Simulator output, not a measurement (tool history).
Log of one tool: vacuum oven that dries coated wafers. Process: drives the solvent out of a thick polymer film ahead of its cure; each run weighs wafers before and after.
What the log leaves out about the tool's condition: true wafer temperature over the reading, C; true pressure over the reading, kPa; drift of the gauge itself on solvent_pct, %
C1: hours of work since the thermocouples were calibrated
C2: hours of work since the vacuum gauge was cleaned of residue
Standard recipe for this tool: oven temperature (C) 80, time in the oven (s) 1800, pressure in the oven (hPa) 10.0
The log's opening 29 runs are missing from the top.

{"run": 30, "hour": 1693.1, "oven temperature (C)": 75, "time in the oven (s)": 1800, "pressure in the oven (hPa)": 7.5, "C1": 863, "C2": 522, "solvent left in the film (%)": 7.62}
{"run": 31, "hour": 1760.1, "oven temperature (C)": 75, "time in the oven (s)": 1800, "pressure in the oven (hPa)": 7.5, "C1": 894, "C2": 553, "solvent left in the film (%)": 7.71}
{"run": 32, "hour": 1829.7, "oven temperature (C)": 80, "time in the oven (s)": 3060, "pressure in the oven (hPa)": 11.8, "C1": 926, "C2": 585, "solvent left in the film (%)": 3.64}
{"run": 33, "hour": 1881.4, "oven temperature (C)": 80, "time in the oven (s)": 2460, "pressure in the oven (hPa)": 22.1, "C1": 950, "C2": 609, "solvent left in the film (%)": 5.83}
{"run": 34, "hour": 1932.9, "oven temperature (C)": 80, "time in the oven (s)": 1380, "pressure in the oven (hPa)": 10.0, "C1": 973, "C2": 633, "solvent left in the film (%)": 7.2}
{"run": 35, "hour": 1983.4, "oven temperature (C)": 80, "time in the oven (s)": 1380, "pressure in the oven (hPa)": 6.2, "C1": 997, "C2": 656, "solvent left in the film (%)": 6.97}
{"run": 36, "hour": 2047.0, "oven temperature (C)": 69, "time in the oven (s)": 1020, "pressure in the oven (hPa)": 18.9, "C1": 1026, "C2": 685, "solvent left in the film (%)": 13.78}
{"run": 37, "hour": 2086.2, "oven temperature (C)": 80, "time in the oven (s)": 1560, "pressure in the oven (hPa)": 28.8, "C1": 1044, "C2": 703, "solvent left in the film (%)": 8.52}

Alternative continuations, all from the tool just after run 37; predict every row:
{"run": "A", "hour": 2131.2, "oven temperature (C)": 92, "time in the oven (s)": 1800, "pressure in the oven (hPa)": 22.8, "C1": 1065, "C2": 724, "solvent left in the film (%)": "?"}
{"run": "B", "hour": 2131.2, "oven temperature (C)": 85, "time in the oven (s)": 1560, "pressure in the oven (hPa)": 12.3, "C1": 1065, "C2": 724, "solvent left in the film (%)": "?"}
{"run": "C", "hour": 2131.2, "oven temperature (C)": 80, "time in the oven (s)": 1560, "pressure in the oven (hPa)": 10.0, "C1": 1065, "C2": 724, "solvent left in the film (%)": "?"}
{"run": "D", "hour": 2131.2, "oven temperature (C)": 90, "time in the oven (s)": 2700, "pressure in the oven (hPa)": 12.7, "C1": 1065, "C2": 724, "solvent left in the film (%)": "?"}

run=A solvent_left_in_the_film_(%)=2.97
run=B solvent_left_in_the_film_(%)=4.77
run=C solvent_left_in_the_film_(%)=6.58
run=D solvent_left_in_the_film_(%)=1.77
With the hidden condition removed and each run's random variation left untouched, the same runs would have given:
run=A solvent_left_in_the_film_(%)=2.35
run=B solvent_left_in_the_film_(%)=3.81
run=C solvent_left_in_the_film_(%)=5.52
run=D solvent_left_in_the_film_(%)=1.27

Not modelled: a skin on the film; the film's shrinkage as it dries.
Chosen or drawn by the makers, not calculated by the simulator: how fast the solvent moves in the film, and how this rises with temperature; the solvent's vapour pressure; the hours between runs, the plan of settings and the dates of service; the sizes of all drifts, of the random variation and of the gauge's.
